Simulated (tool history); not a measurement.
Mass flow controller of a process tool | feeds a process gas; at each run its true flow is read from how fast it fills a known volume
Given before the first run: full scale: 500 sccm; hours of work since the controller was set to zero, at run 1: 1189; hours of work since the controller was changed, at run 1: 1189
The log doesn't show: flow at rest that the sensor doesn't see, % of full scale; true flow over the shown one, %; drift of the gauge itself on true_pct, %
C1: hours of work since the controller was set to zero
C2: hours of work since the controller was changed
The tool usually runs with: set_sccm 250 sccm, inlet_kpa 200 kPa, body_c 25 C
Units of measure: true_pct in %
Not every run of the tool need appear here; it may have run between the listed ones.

Run 1, hour 0: usual settings; C1 1189; C2 1189. Result: true_pct 99.28 %.
Run 2, hour 101.2: usual settings; C1 1243; C2 1243. Result: true_pct 99.43 %.
Run 3, hour 163.2: usual settings; C1 1275; C2 1275. Result: true_pct 99.42 %.
Run 4, hour 241.8: usual settings; C1 1317; C2 1317. Result: true_pct 99.49 %.
Run 5, hour 351.4: usual settings; C1 1374; C2 1374. Result: true_pct 99.62 %.
Run 6, hour 460.6: usual settings; C1 1432; C2 1432. Result: true_pct 99.74 %.
Run 7, hour 550.7: usual settings; C1 1479; C2 1479. Result: true_pct 99.8 %.
Run 8, hour 655.4: usual settings; C1 1534; C2 1534. Result: true_pct 99.84 %.
Run 9, hour 721.9: usual settings; C1 1570; C2 1570. Result: true_pct 100.07 %.
Run 10, hour 829.7: usual settings but inlet_kpa 230 kPa; C1 1626; C2 1626. Result: true_pct 100.06 %.
Run 11, hour 920.2: usual settings but inlet_kpa 230 kPa; C1 1674; C2 1674. Result: true_pct 100.07 %.
Run 12, hour 1008.1: usual settings but inlet_kpa 230 kPa; C1 1720; C2 1720. Result: true_pct 100.12 %.
Run 13, hour 1086.4: usual settings but inlet_kpa 230 kPa, body_c 24 C; C1 1761; C2 1761. Result: true_pct 100.11 %.
Run 14, hour 1184.1: usual settings but inlet_kpa 230 kPa, body_c 24 C; C1 1813; C2 1813. Result: true_pct 100.1 %.
Run 15, hour 1255.2: usual settings but inlet_kpa 230 kPa, body_c 24 C; C1 1850; C2 1850. Result: true_pct 100.13 %.
Run 16, hour 1345.1: usual settings but body_c 37 C; C1 1898; C2 1898. Result: true_pct 102.06 %.
Run 17, hour 1449.9: usual settings but body_c 37 C; C1 1953; C2 1953. Result: true_pct 102.1 %.
Run 18, hour 1501.3: usual settings but body_c 37 C; C1 1980; C2 1980. Result: true_pct 102.18 %.
Run 19, hour 1555: usual settings; C1 2008; C2 2008. Result: true_pct 100.84 %.
Run 20, hour 1641.1: usual settings; C1 2053; C2 2053. Result: true_pct 100.91 %.
Run 21, hour 1747.7: usual settings; C1 2110; C2 2110. Result: true_pct 100.91 %.
Run 22, hour 1798.3: usual settings; C1 2136; C2 2136. Result: true_pct 101.14 %.
Run 23, hour 1852.9: usual settings; C1 2165; C2 2165. Result: true_pct 101.1 %.
Run 24, hour 1900.9: usual settings but set_sccm 138 sccm, inlet_kpa 142 kPa; C1 2190; C2 2190. Result: true_pct 100.98 %.
Run 25, hour 2008.6: usual settings but set_sccm 138 sccm, inlet_kpa 142 kPa; C1 2247; C2 2247. Result: true_pct 101.27 %.
Run 26, hour 2067.5: usual settings but set_sccm 138 sccm, inlet_kpa 142 kPa; C1 2278; C2 2278. Result: true_pct 101.3 %.
Run 27, hour 2144.6: usual settings but set_sccm 138 sccm, inlet_kpa 142 kPa; C1 2318; C2 2318. Result: true_pct 101.27 %.
At hour 2195.5: gauge calibrated.
Run 28, hour 2213.1: usual settings but set_sccm 138 sccm, inlet_kpa 142 kPa; C1 2355; C2 2355. Result: true_pct 99.19 %.
Run 29, hour 2270.3: usual settings but set_sccm 138 sccm, inlet_kpa 142 kPa; C1 2385; C2 2385. Result: true_pct 99.39 %.
Run 30, hour 2380.1: usual settings but set_sccm 101 sccm, inlet_kpa 268 kPa, body_c 30 C; C1 2442; C2 2442. Result: true_pct 99.3 %.
Run 31, hour 2472.8: usual settings but set_sccm 214 sccm, body_c 26 C; C1 2491; C2 2491. Result: true_pct 99.61 %.
Run 32, hour 2527.2: usual settings but set_sccm 214 sccm, inlet_kpa 221 kPa; C1 2520; C2 2520. Result: true_pct 99.49 %.
Run 33, hour 2574.9: usual settings but set_sccm 429 sccm; C1 2545; C2 2545. Result: true_pct 100.18 %.
Run 34, hour 2672: usual settings but set_sccm 50 sccm, inlet_kpa 226 kPa, body_c 35 C; C1 2596; C2 2596. Result: true_pct 100.32 %.
Run 35, hour 2735.2: usual settings but set_sccm 83 sccm, inlet_kpa 253 kPa, body_c 23 C; C1 2629; C2 2629. Result: true_pct 98.92 %.
Run 36, hour 2813.3: usual settings but set_sccm 83 sccm, inlet_kpa 228 kPa, body_c 37 C; C1 2670; C2 2670. Result: true_pct 100.66 %.
Run 37, hour 2870.8: usual settings but set_sccm 259 sccm, inlet_kpa 230 kPa; C1 2701; C2 2701. Result: true_pct 99.79 %.
Run 38, hour 2976: usual settings but set_sccm 278 sccm, inlet_kpa 208 kPa; C1 2756; C2 2756. Result: true_pct 100.05 %.
Run 39, hour 3078.5: usual settings but set_sccm 211 sccm, inlet_kpa 157 kPa, body_c 38 C; C1 2810; C2 2810. Result: true_pct 101.69 %.
Run 40, hour 3174.6: usual settings but set_sccm 211 sccm, inlet_kpa 217 kPa, body_c 39 C; C1 2861; C2 2861. Result: true_pct 101.66 %.
Run 41, hour 3242.8: usual settings but set_sccm 195 sccm; C1 2897; C2 2897. Result: true_pct 100.15 %.
Run 42, hour 3307.5: usual settings but set_sccm 123 sccm, inlet_kpa 264 kPa, body_c 22 C; C1 2931; C2 2931. Result: true_pct 99.32 %.
Run 43, hour 3397.6: usual settings but set_sccm 123 sccm, inlet_kpa 264 kPa, body_c 32 C; C1 2978; C2 2978. Result: true_pct 100.69 %.

Each row is a separate what-if for the run after 43, all from the same tool condition, not one after another. Results?
Run A, hour 3502.8: usual settings but inlet_kpa 236 kPa, body_c 36 C; C1 3033; C2 3033. Result: true_pct ?.
Run B, hour 3502.8: usual settings but set_sccm 330 sccm, inlet_kpa 264 kPa, body_c 22 C; C1 3033; C2 3033. Result: true_pct ?.
Run C, hour 3502.8: usual settings but set_sccm 123 sccm, inlet_kpa 264 kPa, body_c 38 C; C1 3033; C2 3033. Result: true_pct ?.
Run D, hour 3502.8: usual settings but set_sccm 413 sccm, inlet_kpa 153 kPa, body_c 21 C; C1 3033; C2 3033. Result: true_pct ?.
Run E, hour 3502.8: usual settings but set_sccm 130 sccm, inlet_kpa 196 kPa, body_c 24 C; C1 3033; C2 3033. Result: true_pct ?.

run  true_pct
  A    101.81
  B    100.07
  C    101.41
  D     100.9
  E    100.32
Had the tool no hidden state, the same runs would have come out as:
run  true_pct
  A    100.54
  B     98.82
  C    100.13
  D     99.64
  E     99.06
